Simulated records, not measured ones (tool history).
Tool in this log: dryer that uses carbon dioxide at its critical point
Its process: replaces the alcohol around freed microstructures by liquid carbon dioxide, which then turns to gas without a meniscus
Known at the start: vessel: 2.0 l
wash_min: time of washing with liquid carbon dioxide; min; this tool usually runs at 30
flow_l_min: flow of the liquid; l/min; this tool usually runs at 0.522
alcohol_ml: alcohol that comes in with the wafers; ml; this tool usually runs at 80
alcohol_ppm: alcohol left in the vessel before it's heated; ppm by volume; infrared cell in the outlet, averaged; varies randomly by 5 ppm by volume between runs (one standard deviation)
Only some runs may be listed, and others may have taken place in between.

| run | hour | wash_min | flow_l_min | alcohol_ml | alcohol_ppm |
|---|---|---|---|---|---|
| 1 | 0 | 30 | 0.522 | 80 | 186 |
| 2 | 9.9 | 30 | 0.522 | 80 | 200 |
| 3 | 20 | 30 | 0.659 | 80 | 111 |
| 4 | 29 | 30 | 0.659 | 80 | 110 |
| 5 | 39.2 | 30 | 0.365 | 80 | 786 |
| 6 | 48.8 | 30 | 0.365 | 80 | 790 |
| 7 | 55.8 | 22 | 0.365 | 80 | 2144 |
| 8 | 67.5 | 30 | 0.522 | 80 | 222 |
|  | 75.8 | inlet filter changed |
| 9 | 75.8 | 30 | 0.522 | 80 | 147 |
| 10 | 88.2 | 30 | 0.522 | 21 | 130 |
| 11 | 95.4 | 30 | 0.522 | 21 | 124 |
| 12 | 106.5 | 30 | 0.522 | 21 | 125 |
| 13 | 120.3 | 30 | 0.688 | 80 | 123 |
| 14 | 133.5 | 30 | 0.688 | 80 | 124 |
| 15 | 144.2 | 30 | 0.688 | 80 | 126 |
| 16 | 158.1 | 30 | 0.746 | 80 | 121 |
| 17 | 165.8 | 30 | 0.746 | 80 | 130 |
| 18 | 177.9 | 30 | 0.746 | 49 | 130 |
| 19 | 186.4 | 30 | 0.746 | 49 | 140 |
| 20 | 197.8 | 30 | 0.746 | 49 | 142 |
| 21 | 207.2 | 30 | 0.746 | 49 | 139 |
| 22 | 214.9 | 27 | 0.522 | 83 | 231 |
| 23 | 226.2 | 27 | 0.522 | 83 | 242 |
| 24 | 235.9 | 39 | 0.522 | 31 | 143 |
| 25 | 246.9 | 19 | 0.359 | 21 | 739 |
| 26 | 261.8 | 47 | 0.343 | 53 | 184 |
| 27 | 269 | 44 | 0.61 | 56 | 144 |
| 28 | 276.6 | 33 | 0.378 | 115 | 470 |
| 29 | 290.2 | 37 | 0.522 | 24 | 153 |
| 30 | 296.7 | 37 | 0.522 | 24 | 146 |
| 31 | 308.7 | 37 | 0.522 | 24 | 166 |
| 32 | 323.1 | 20 | 0.535 | 39 | 370 |
| 33 | 334.5 | 20 | 0.535 | 39 | 372 |
| 34 | 344.6 | 34 | 0.494 | 48 | 176 |
| 35 | 354.4 | 25 | 0.454 | 80 | 536 |
| 36 | 367.6 | 30 | 0.833 | 74 | 178 |
| 37 | 378.7 | 26 | 0.353 | 30 | 519 |
| 38 | 389.1 | 38 | 0.353 | 113 | 407 |

Alternative continuations, all from the tool just after run 38; predict every row:
| A | 396.3 | 36 | 0.365 | 22 | ? |
| B | 396.3 | 25 | 0.453 | 118 | ? |
| C | 396.3 | 30 | 0.81 | 64 | ? |

| run | alcohol_ppm |
|---|---|
| A | 217 |
| B | 747 |
| C | 176 |
Without the tool's hidden state the same runs would have given:
| run | alcohol_ppm |
|---|---|
| A | 33 |
| B | 390 |
| C | 7 |
